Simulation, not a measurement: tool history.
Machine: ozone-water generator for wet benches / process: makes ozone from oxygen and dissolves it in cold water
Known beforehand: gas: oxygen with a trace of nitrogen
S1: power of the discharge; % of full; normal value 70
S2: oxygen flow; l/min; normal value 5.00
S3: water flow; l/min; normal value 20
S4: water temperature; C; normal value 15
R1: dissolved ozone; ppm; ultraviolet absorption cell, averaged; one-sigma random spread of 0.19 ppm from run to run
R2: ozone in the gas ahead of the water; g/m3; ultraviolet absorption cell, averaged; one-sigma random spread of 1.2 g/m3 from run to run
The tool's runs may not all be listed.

run    hour  S1    S2  S3  S4    R1     R2
  1     0.0  70  5.00  20  15  25.0  224.4
  2    99.1  70  5.00  20  15  25.0  225.9
  3   266.9  70  5.00  20  15  24.3  224.8
  4   362.9  70  5.00  20  15  24.9  224.2
  5   467.7  70  5.74  20  15  24.3  204.5
  6   677.1  70  5.74  20  15  24.5  203.9
      831.3  -- contactor cleaned
  7   853.4  70  5.74  20  15  25.1  201.5
  8  1014.2  98  5.00  20  15  32.4  282.4
  9  1124.9  98  5.00  20  15  32.6  286.1
 10  1259.7  70  5.00  20  15  25.1  220.0
 11  1381.3  70  5.00  20  15  24.7  220.1
 12  1494.3  70  3.59  20  15  25.5  273.6
 13  1585.1  70  3.59  20  15  24.8  273.9
 14  1753.4  96  5.00  20  15  31.2  275.7
 15  1916.9  96  5.00  20  15  31.1  271.1
 16  2076.2  96  7.32  20  15  29.0  211.8
 17  2236.4  70  5.00  20  12  25.3  214.9
 18  2371.4  70  3.43  20  19  23.9  278.7
 19  2523.3  50  3.43  20  19  18.3  216.1
 20  2700.2  50  3.43  20  19  18.3  217.6
 21  2801.5  44  3.74  17  10  20.8  185.2
 22  2981.2  70  5.00  13  15  31.3  212.2
     3056.9  -- water thermometer calibrated
 23  3146.4  56  8.28  17  13  21.4  128.3
 24  3301.8  90  6.25  16  13  32.9  217.7
 25  3491.7  70  4.11  19  15  25.1  240.8
 26  3688.5  70  7.96  26  23  15.9  152.8
 27  3827.4  80  3.84  22   8  25.8  274.8
 28  3949.9  44  3.84  31  10  12.2  176.8

Predict the results of run 29:
 29  4152.1  44  3.84  31  17   ?   ?

For run 29 the tool returned R1 11.4 ppm, R2 179.6 g/m3.
With the hidden condition absent and the run-to-run variation left alone, this run would have shown R1 12.6 ppm, R2 190.9 g/m3.
